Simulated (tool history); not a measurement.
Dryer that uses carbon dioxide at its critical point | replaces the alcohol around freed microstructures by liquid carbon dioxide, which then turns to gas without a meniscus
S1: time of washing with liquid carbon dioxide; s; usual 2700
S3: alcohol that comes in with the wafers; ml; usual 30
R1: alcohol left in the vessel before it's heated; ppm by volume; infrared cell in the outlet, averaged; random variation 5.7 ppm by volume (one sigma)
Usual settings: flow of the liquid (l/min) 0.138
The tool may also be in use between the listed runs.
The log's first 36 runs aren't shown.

{"run": 37, "hour": 1686.0, "S1": 2700, "flow of the liquid (l/min)": 0.138, "S3": 70, "R1": 567}
{"run": 38, "hour": 1718.6, "S1": 2820, "flow of the liquid (l/min)": 0.113, "S3": 38, "R1": 636}
{"run": 39, "hour": 1762.1, "S1": 2700, "flow of the liquid (l/min)": 0.138, "S3": 107, "R1": 841}
{"run": 40, "hour": 1815.2, "S1": 2700, "flow of the liquid (l/min)": 0.138, "S3": 107, "R1": 873}
{"hour": 1825.6, "done": "inlet filter changed"}
{"run": 41, "hour": 1859.7, "S1": 1860, "flow of the liquid (l/min)": 0.088, "S3": 107, "R1": 11498}
{"run": 42, "hour": 1888.7, "S1": 2700, "flow of the liquid (l/min)": 0.138, "S3": 47, "R1": 349}
{"run": 43, "hour": 1929.7, "S1": 2700, "flow of the liquid (l/min)": 0.188, "S3": 48, "R1": 102}
{"run": 44, "hour": 1994.3, "S1": 2700, "flow of the liquid (l/min)": 0.188, "S3": 48, "R1": 116}
{"run": 45, "hour": 2038.9, "S1": 1920, "flow of the liquid (l/min)": 0.138, "S3": 30, "R1": 906}
{"run": 46, "hour": 2098.6, "S1": 1920, "flow of the liquid (l/min)": 0.138, "S3": 30, "R1": 916}
{"run": 47, "hour": 2147.4, "S1": 1920, "flow of the liquid (l/min)": 0.138, "S3": 30, "R1": 929}

Forecast each of these 3 alternatives for the next run:
{"run": "A", "hour": 2183.9, "S1": 2700, "flow of the liquid (l/min)": 0.121, "S3": 44, "R1": "?"}
{"run": "B", "hour": 2183.9, "S1": 3000, "flow of the liquid (l/min)": 0.125, "S3": 61, "R1": "?"}
{"run": "C", "hour": 2183.9, "S1": 1920, "flow of the liquid (l/min)": 0.121, "S3": 90, "R1": "?"}

run=A R1=658
run=B R1=477
run=C R1=4136
Without the tool's hidden state the same runs would have given:
run=A R1=508
run=B R1=349
run=C R1=3642
